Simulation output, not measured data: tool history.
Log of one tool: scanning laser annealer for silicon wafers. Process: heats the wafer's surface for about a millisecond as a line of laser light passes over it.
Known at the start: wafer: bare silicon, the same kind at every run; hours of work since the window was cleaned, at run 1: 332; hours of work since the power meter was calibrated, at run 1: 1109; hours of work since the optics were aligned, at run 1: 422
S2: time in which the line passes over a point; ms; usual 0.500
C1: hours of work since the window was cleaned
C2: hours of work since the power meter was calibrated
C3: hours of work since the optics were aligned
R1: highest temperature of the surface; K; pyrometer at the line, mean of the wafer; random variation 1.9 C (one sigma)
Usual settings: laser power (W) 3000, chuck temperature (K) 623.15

run 1 day=0.000 | laser_power_(W)=3000 S2=0.500 chuck_temperature_(K)=623.15 | C1=332 C2=1109 C3=422 | R1=1421.15
run 2 day=2.996 | laser_power_(W)=3000 S2=0.500 chuck_temperature_(K)=591.15 | C1=378 C2=1156 C3=468 | R1=1382.15
run 3 day=4.346 | laser_power_(W)=3000 S2=0.500 chuck_temperature_(K)=591.15 | C1=399 C2=1177 C3=489 | R1=1379.15
-- day=5.825 window over the wafer cleaned
run 4 day=7.558 | laser_power_(W)=3000 S2=0.500 chuck_temperature_(K)=591.15 | C1=27 C2=1226 C3=538 | R1=1414.15
run 5 day=10.471 | laser_power_(W)=3000 S2=0.500 chuck_temperature_(K)=623.15 | C1=72 C2=1271 C3=583 | R1=1444.15
run 6 day=12.038 | laser_power_(W)=3000 S2=0.500 chuck_temperature_(K)=623.15 | C1=97 C2=1295 C3=608 | R1=1441.15
run 7 day=14.992 | laser_power_(W)=3000 S2=0.500 chuck_temperature_(K)=623.15 | C1=142 C2=1341 C3=654 | R1=1435.15
run 8 day=16.658 | laser_power_(W)=3000 S2=0.500 chuck_temperature_(K)=623.15 | C1=168 C2=1367 C3=679 | R1=1432.15
run 9 day=18.879 | laser_power_(W)=3024 S2=0.500 chuck_temperature_(K)=648.15 | C1=203 C2=1402 C3=714 | R1=1461.15
run 10 day=21.917 | laser_power_(W)=2831 S2=0.503 chuck_temperature_(K)=639.15 | C1=250 C2=1449 C3=761 | R1=1397.15
run 11 day=24.838 | laser_power_(W)=3138 S2=0.503 chuck_temperature_(K)=639.15 | C1=296 C2=1494 C3=807 | R1=1473.15
run 12 day=26.450 | laser_power_(W)=3138 S2=0.503 chuck_temperature_(K)=639.15 | C1=321 C2=1519 C3=832 | R1=1470.15
run 13 day=28.808 | laser_power_(W)=2988 S2=0.503 chuck_temperature_(K)=619.15 | C1=357 C2=1556 C3=868 | R1=1407.15
run 14 day=30.533 | laser_power_(W)=2988 S2=0.503 chuck_temperature_(K)=619.15 | C1=384 C2=1583 C3=895 | R1=1403.15
run 15 day=32.325 | laser_power_(W)=2988 S2=0.503 chuck_temperature_(K)=619.15 | C1=412 C2=1611 C3=923 | R1=1401.15
-- day=33.121 window over the wafer cleaned
run 16 day=34.304 | laser_power_(W)=2988 S2=0.503 chuck_temperature_(K)=619.15 | C1=18 C2=1640 C3=952 | R1=1438.15

3 ways to go on from here, each from the tool as it stands after run 16. What would each give?
run A day=35.992 | laser_power_(W)=2564 S2=0.503 chuck_temperature_(K)=607.15 | C1=45 C2=1666 C3=979 | R1=?
run B day=35.992 | laser_power_(W)=2988 S2=0.399 chuck_temperature_(K)=619.15 | C1=45 C2=1666 C3=979 | R1=?
run C day=35.992 | laser_power_(W)=3003 S2=0.398 chuck_temperature_(K)=623.15 | C1=45 C2=1666 C3=979 | R1=?

run=A R1=1315.15
run=B R1=1353.15
run=C R1=1363.15
Without the tool's hidden state the same runs would have given:
run=A R1=1320.15
run=B R1=1358.15
run=C R1=1369.15
